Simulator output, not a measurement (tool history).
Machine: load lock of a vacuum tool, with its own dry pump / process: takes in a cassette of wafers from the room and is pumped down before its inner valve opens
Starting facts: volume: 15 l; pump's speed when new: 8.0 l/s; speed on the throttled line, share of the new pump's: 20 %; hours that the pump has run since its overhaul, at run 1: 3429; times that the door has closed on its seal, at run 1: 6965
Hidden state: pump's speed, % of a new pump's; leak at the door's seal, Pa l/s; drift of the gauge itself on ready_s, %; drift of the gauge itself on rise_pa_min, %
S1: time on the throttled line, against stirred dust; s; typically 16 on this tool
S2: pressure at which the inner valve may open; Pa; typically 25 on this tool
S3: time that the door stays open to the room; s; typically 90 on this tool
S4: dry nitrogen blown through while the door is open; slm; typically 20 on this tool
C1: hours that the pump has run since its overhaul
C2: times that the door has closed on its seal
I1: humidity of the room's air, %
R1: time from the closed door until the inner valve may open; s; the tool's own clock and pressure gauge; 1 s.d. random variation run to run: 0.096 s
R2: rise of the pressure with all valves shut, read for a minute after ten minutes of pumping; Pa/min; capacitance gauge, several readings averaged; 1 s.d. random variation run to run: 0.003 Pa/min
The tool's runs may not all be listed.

run 1 hour=0.0 | S1=16 S2=25 S3=90 S4=20 | C1=3429 C2=6965 | I1=42.9 | R1=28.58 R2=0.035
run 2 hour=389.0 | S1=16 S2=25 S3=90 S4=20 | C1=3818 C2=7631 | I1=48.9 | R1=28.54 R2=0.043
run 3 hour=1028.2 | S1=16 S2=25 S3=85 S4=20 | C1=4457 C2=8726 | I1=45.3 | R1=28.69 R2=0.036
run 4 hour=1457.4 | S1=16 S2=25 S3=179 S4=20 | C1=4886 C2=9461 | I1=43.3 | R1=28.67 R2=0.064
run 5 hour=2093.0 | S1=16 S2=25 S3=179 S4=20 | C1=5522 C2=10550 | I1=41.5 | R1=28.50 R2=0.057
run 6 hour=2556.9 | S1=16 S2=20 S3=90 S4=20 | C1=5986 C2=11345 | I1=43.5 | R1=28.89 R2=0.035
run 7 hour=2889.9 | S1=16 S2=20 S3=90 S4=20 | C1=6319 C2=11915 | I1=46.8 | R1=29.01 R2=0.041
run 8 hour=3452.4 | S1=16 S2=20 S3=90 S4=20 | C1=6881 C2=12879 | I1=46.5 | R1=28.94 R2=0.041
run 9 hour=3825.9 | S1=16 S2=25 S3=90 S4=20 | C1=7255 C2=13518 | I1=45.2 | R1=28.72 R2=0.042
run 10 hour=4331.4 | S1=16 S2=25 S3=90 S4=20 | C1=7760 C2=14384 | I1=44.6 | R1=28.72 R2=0.038
run 11 hour=4908.5 | S1=16 S2=25 S3=90 S4=20 | C1=8337 C2=15373 | I1=45.6 | R1=28.45 R2=0.041
run 12 hour=5561.0 | S1=16 S2=25 S3=90 S4=20 | C1=8990 C2=16490 | I1=43.3 | R1=28.55 R2=0.039
run 13 hour=6001.7 | S1=16 S2=25 S3=90 S4=20 | C1=9430 C2=17245 | I1=44.0 | R1=28.67 R2=0.039
run 14 hour=6433.9 | S1=16 S2=25 S3=90 S4=20 | C1=9863 C2=17986 | I1=44.2 | R1=28.80 R2=0.036
run 15 hour=6709.3 | S1=16 S2=25 S3=90 S4=20 | C1=10138 C2=18457 | I1=45.0 | R1=28.66 R2=0.041
run 16 hour=7342.7 | S1=16 S2=25 S3=90 S4=20 | C1=10771 C2=19542 | I1=42.1 | R1=28.39 R2=0.035
run 17 hour=7785.4 | S1=16 S2=25 S3=72 S4=20 | C1=11214 C2=20300 | I1=47.0 | R1=28.56 R2=0.040
run 18 hour=8218.9 | S1=16 S2=25 S3=72 S4=20 | C1=11648 C2=21043 | I1=42.1 | R1=28.51 R2=0.031
run 19 hour=8840.2 | S1=16 S2=30 S3=90 S4=20 | C1=12269 C2=22107 | I1=45.1 | R1=28.24 R2=0.037
run 20 hour=9356.4 | S1=16 S2=24 S3=184 S4=13 | C1=12785 C2=22991 | I1=44.7 | R1=28.53 R2=0.070
run 21 hour=9777.8 | S1=31 S2=33 S3=90 S4=13 | C1=13206 C2=23713 | I1=45.7 | R1=40.13 R2=0.051
run 22 hour=10107.4 | S1=16 S2=21 S3=105 S4=20 | C1=13536 C2=24278 | I1=44.1 | R1=28.85 R2=0.046
run 23 hour=10736.6 | S1=16 S2=24 S3=95 S4=8 | C1=14165 C2=25356 | I1=45.8 | R1=28.60 R2=0.059
run 24 hour=11354.0 | S1=21 S2=25 S3=90 S4=20 | C1=14783 C2=26413 | I1=46.0 | R1=32.57 R2=0.042
run 25 hour=11786.6 | S1=27 S2=30 S3=90 S4=20 | C1=15215 C2=27154 | I1=46.5 | R1=37.08 R2=0.045
-- hour=11973.0 door's seal changed, seat wiped
run 26 hour=12253.9 | S1=16 S2=26 S3=30 S4=20 | C1=15681 C2=481 | I1=45.1 | R1=28.51 R2=0.020
run 27 hour=12519.0 | S1=13 S2=31 S3=90 S4=20 | C1=15946 C2=935 | I1=47.8 | R1=25.85 R2=0.046
run 28 hour=13088.0 | S1=13 S2=31 S3=90 S4=20 | C1=16515 C2=1910 | I1=45.1 | R1=25.68 R2=0.038
run 29 hour=13522.0 | S1=13 S2=31 S3=90 S4=20 | C1=16949 C2=2653 | I1=46.9 | R1=25.73 R2=0.034
run 30 hour=14011.5 | S1=10 S2=31 S3=90 S4=13 | C1=17439 C2=3492 | I1=44.2 | R1=23.12 R2=0.045
run 31 hour=14664.9 | S1=19 S2=45 S3=90 S4=13 | C1=18092 C2=4611 | I1=46.1 | R1=29.84 R2=0.049
run 32 hour=15140.9 | S1=14 S2=26 S3=69 S4=42 | C1=18568 C2=5426 | I1=49.7 | R1=26.62 R2=0.021
run 33 hour=15656.6 | S1=14 S2=26 S3=69 S4=42 | C1=19084 C2=6309 | I1=43.2 | R1=26.76 R2=0.021
run 34 hour=15947.5 | S1=14 S2=25 S3=48 S4=20 | C1=19375 C2=6808 | I1=49.3 | R1=27.02 R2=0.029

Here are 3 independent what-if runs from the current tool condition. What would each one return?
run A hour=16250.8 | S1=8 S2=19 S3=53 S4=20 | C1=19678 C2=7327 | I1=49.2 | R1=? R2=?
run B hour=16250.8 | S1=14 S2=30 S3=204 S4=45 | C1=19678 C2=7327 | I1=45.9 | R1=? R2=?
run C hour=16250.8 | S1=15 S2=34 S3=48 S4=6 | C1=19678 C2=7327 | I1=44.4 | R1=? R2=?

run=A R1=22.51 R2=0.030
run=B R1=26.62 R2=0.039
run=C R1=27.14 R2=0.044
What these runs would have given with no unlogged condition in the tool:
run=A R1=22.50 R2=0.030
run=B R1=26.62 R2=0.038
run=C R1=27.13 R2=0.044
